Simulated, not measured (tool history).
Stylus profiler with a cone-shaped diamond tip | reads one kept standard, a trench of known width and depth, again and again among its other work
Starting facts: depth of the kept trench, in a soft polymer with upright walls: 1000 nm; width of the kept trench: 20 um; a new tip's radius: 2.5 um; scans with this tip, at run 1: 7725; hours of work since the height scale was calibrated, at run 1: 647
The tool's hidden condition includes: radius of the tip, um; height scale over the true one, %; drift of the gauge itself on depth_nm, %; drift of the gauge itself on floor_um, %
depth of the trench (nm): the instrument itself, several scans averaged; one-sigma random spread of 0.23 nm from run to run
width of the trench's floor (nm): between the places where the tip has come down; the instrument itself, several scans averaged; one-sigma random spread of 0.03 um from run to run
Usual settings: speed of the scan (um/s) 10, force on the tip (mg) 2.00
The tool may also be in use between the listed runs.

run,day,speed of the scan (um/s),force on the tip (mg),scans with this tip,hours of work since the height scale was calibrated,depth of the trench (nm),width of the trench's floor (nm)
1,0.000,10,2.00,7725,647,1005.84,14780
2,0.617,10,4.21,7826,655,1010.84,14740
3,1.338,10,4.21,7944,665,1010.69,14690
4,1.742,2,2.00,8011,671,1004.90,14710
5,2.217,2,2.00,8089,677,1005.72,14700
6,2.650,2,2.00,8159,683,1005.70,14760
7,3.021,2,1.16,8220,688,1002.71,14630
8,3.604,2,1.16,8316,696,1003.13,14640
9,4.042,2,1.16,8388,702,1002.79,14640
# day 4.100: height scale calibrated on a step standard
10,4.504,22,2.96,8460,6,1006.69,14480
11,4.942,22,2.96,8532,12,1006.31,14570
12,5.283,14,2.64,8588,16,1005.40,14520
# day 5.479: height scale calibrated on a step standard, once more
13,5.883,21,2.64,8683,6,1009.57,14540

Subtracting, for every run, the result it would have given without the tool's unlogged condition from the measured result gives the following. The same run-to-run variation enters both numbers; the gauge's scatter may not:
run,depth of the trench (nm),width of the trench's floor (nm)
1,-2.50,-1240
2,-2.55,-1250
3,-2.59,-1270
4,-2.59,-1290
5,-2.62,-1300
6,-2.65,-1300
7,-2.66,-1310
8,-2.70,-1320
9,-2.73,-1340
10,-3.93,-1340
11,-3.96,-1360
12,-3.98,-1370
13,-0.28,-1370
